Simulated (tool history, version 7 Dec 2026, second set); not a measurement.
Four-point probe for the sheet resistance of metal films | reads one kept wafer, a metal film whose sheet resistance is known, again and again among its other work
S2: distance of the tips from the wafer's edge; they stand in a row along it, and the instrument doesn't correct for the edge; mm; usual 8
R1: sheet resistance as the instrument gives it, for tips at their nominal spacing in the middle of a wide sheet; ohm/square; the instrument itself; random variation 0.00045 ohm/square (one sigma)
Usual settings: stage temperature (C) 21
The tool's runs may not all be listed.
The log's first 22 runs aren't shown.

run 23 hour=1230.3 | stage_temperature_(C)=34 S2=62 | R1=2.305726
run 24 hour=1306.2 | stage_temperature_(C)=23 S2=37 | R1=2.281544
run 25 hour=1347 | stage_temperature_(C)=19 S2=37 | R1=2.272359
-- hour=1387.1 stage's thermometer calibrated, once more
run 26 hour=1423.3 | stage_temperature_(C)=18 S2=54 | R1=2.259166
run 27 hour=1454.3 | stage_temperature_(C)=29 S2=17 | R1=2.287123
run 28 hour=1489.8 | stage_temperature_(C)=29 S2=17 | R1=2.28628
run 29 hour=1553.7 | stage_temperature_(C)=21 S2=14 | R1=2.26834
run 30 hour=1590.1 | stage_temperature_(C)=24 S2=13 | R1=2.276566
run 31 hour=1665.7 | stage_temperature_(C)=32 S2=54 | R1=2.29155
run 32 hour=1729 | stage_temperature_(C)=24 S2=13 | R1=2.276755
run 33 hour=1775.6 | stage_temperature_(C)=26 S2=7 | R1=2.288844
run 34 hour=1850.7 | stage_temperature_(C)=21 S2=24 | R1=2.268385
run 35 hour=1922.7 | stage_temperature_(C)=34 S2=14 | R1=2.298988
run 36 hour=1977.9 | stage_temperature_(C)=26 S2=8 | R1=2.287154
run 37 hour=2038 | stage_temperature_(C)=30 S2=5 | R1=2.308262
run 38 hour=2089.5 | stage_temperature_(C)=21 S2=72 | R1=2.267283
run 39 hour=2122.5 | stage_temperature_(C)=21 S2=5 | R1=2.288302
run 40 hour=2196.9 | stage_temperature_(C)=31 S2=74 | R1=2.29059
run 41 hour=2269.2 | stage_temperature_(C)=34 S2=15 | R1=2.299955
run 42 hour=2307.5 | stage_temperature_(C)=23 S2=28 | R1=2.274969
run 43 hour=2361.4 | stage_temperature_(C)=20 S2=60 | R1=2.266816
run 44 hour=2414.1 | stage_temperature_(C)=21 S2=15 | R1=2.270533

Forecast each of these 3 alternatives for the next run:
run A hour=2457.6 | stage_temperature_(C)=26 S2=6 | R1=?
run B hour=2457.6 | stage_temperature_(C)=26 S2=60 | R1=?
run C hour=2457.6 | stage_temperature_(C)=21 S2=65 | R1=?

run=A R1=2.29457
run=B R1=2.280166
run=C R1=2.268442
Without the tool's hidden state the same runs would have given:
run=A R1=2.286097
run=B R1=2.271743
run=C R1=2.260055
